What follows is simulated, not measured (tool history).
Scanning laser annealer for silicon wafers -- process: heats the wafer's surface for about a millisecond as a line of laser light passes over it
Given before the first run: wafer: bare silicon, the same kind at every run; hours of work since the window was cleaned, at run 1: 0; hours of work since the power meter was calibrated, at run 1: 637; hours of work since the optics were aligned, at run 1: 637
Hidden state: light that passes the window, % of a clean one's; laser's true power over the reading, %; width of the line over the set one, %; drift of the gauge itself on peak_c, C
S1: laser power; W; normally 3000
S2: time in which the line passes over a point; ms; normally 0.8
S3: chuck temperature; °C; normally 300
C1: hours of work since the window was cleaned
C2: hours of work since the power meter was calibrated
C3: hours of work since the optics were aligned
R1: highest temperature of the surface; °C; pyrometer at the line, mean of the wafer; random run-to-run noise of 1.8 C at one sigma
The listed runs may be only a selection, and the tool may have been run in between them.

| run | hour | S1 | S2 | S3 | C1 | C2 | C3 | R1 |
|---|---|---|---|---|---|---|---|---|
| 1 | 0 | 3000 | 0.8 | 300 | 0 | 637 | 637 | 1001 |
| 2 | 18.4 | 3000 | 0.8 | 300 | 10 | 646 | 646 | 1000 |
| 3 | 47.4 | 3000 | 0.565 | 300 | 26 | 662 | 662 | 881 |
| 4 | 62.8 | 3000 | 0.8 | 267 | 34 | 670 | 670 | 963 |
| 5 | 88 | 3000 | 0.8 | 267 | 47 | 684 | 684 | 966 |
| 6 | 112.9 | 3000 | 0.75 | 300 | 61 | 697 | 697 | 972 |
| 7 | 125.8 | 3000 | 0.75 | 280 | 68 | 704 | 704 | 952 |
| 8 | 143.9 | 3000 | 0.75 | 280 | 77 | 714 | 714 | 951 |
| 9 | 169.2 | 3000 | 0.8 | 300 | 91 | 728 | 728 | 996 |
| 10 | 198.5 | 3000 | 0.8 | 300 | 107 | 743 | 743 | 993 |
| 11 | 228.5 | 3000 | 0.8 | 300 | 123 | 760 | 760 | 994 |
| 12 | 252.7 | 3000 | 0.8 | 300 | 136 | 773 | 773 | 991 |
| 13 | 283.5 | 3000 | 0.8 | 300 | 153 | 789 | 789 | 989 |
| 14 | 299.9 | 3000 | 0.8 | 300 | 161 | 798 | 798 | 988 |
| 15 | 326.8 | 3000 | 0.8 | 300 | 176 | 812 | 812 | 989 |
| 16 | 345.7 | 3000 | 0.8 | 300 | 186 | 823 | 823 | 987 |
| 17 | 375.9 | 3000 | 0.893 | 300 | 202 | 839 | 839 | 1027 |
| 18 | 400.5 | 3000 | 0.893 | 300 | 216 | 852 | 852 | 1029 |
| 19 | 419.8 | 3000 | 0.8 | 306 | 226 | 863 | 863 | 990 |
| 20 | 449.6 | 3000 | 0.606 | 300 | 242 | 879 | 879 | 886 |
| 21 | 475.5 | 3000 | 0.606 | 300 | 256 | 893 | 893 | 885 |
| 22 | 498.2 | 2891 | 0.8 | 266 | 268 | 905 | 905 | 918 |

Estimate the outcome of run 23 from the log above:
| 23 | 512.5 | 2891 | 0.8 | 266 | 276 | 912 | 912 | ? |

R1: 919 °C
Minus the tool's unlogged condition, the same run would have read R1 946 °C.
